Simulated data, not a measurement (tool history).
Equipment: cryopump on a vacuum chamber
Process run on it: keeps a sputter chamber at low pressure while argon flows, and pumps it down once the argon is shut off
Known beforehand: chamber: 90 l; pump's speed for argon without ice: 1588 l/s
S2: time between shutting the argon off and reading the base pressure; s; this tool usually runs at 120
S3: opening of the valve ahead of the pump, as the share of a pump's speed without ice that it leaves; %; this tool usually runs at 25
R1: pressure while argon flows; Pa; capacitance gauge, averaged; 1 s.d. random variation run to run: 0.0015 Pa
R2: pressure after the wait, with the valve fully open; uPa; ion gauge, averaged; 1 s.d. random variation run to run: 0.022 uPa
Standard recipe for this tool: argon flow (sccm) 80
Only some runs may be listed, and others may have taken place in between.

run 1 day=0 | argon_flow_(sccm)=80 S2=120 S3=25 | R1=0.3758 R2=1.17
-- day=0.508 pump warmed up, emptied and cooled again
run 2 day=1.708 | argon_flow_(sccm)=80 S2=120 S3=25 | R1=0.3417 R2=0.95
run 3 day=3.233 | argon_flow_(sccm)=80 S2=189 S3=25 | R1=0.3421 R2=0.84
run 4 day=4.404 | argon_flow_(sccm)=80 S2=189 S3=25 | R1=0.3411 R2=0.82
run 5 day=5.612 | argon_flow_(sccm)=80 S2=120 S3=25 | R1=0.3424 R2=1
run 6 day=6.275 | argon_flow_(sccm)=80 S2=120 S3=25 | R1=0.344 R2=0.96
-- day=6.588 leaking fittings of the chamber tightened, without venting
run 7 day=7.492 | argon_flow_(sccm)=80 S2=120 S3=25 | R1=0.343 R2=0.58
run 8 day=8.65 | argon_flow_(sccm)=80 S2=48 S3=44 | R1=0.1973 R2=1.19
run 9 day=9.5 | argon_flow_(sccm)=52 S2=120 S3=21 | R1=0.2679 R2=0.6
run 10 day=10.25 | argon_flow_(sccm)=52 S2=120 S3=21 | R1=0.269 R2=0.61

Run 11 has not been measured yet. What should we expect?
run 11 day=10.867 | argon_flow_(sccm)=52 S2=120 S3=21 | R1=? R2=?

{"run 11": {"R1": 0.2662, "R2": 0.59}}
On a tool with no hidden condition, and with the same random variation, this run would have come out at R1 0.2617 Pa, R2 0.55 uPa.

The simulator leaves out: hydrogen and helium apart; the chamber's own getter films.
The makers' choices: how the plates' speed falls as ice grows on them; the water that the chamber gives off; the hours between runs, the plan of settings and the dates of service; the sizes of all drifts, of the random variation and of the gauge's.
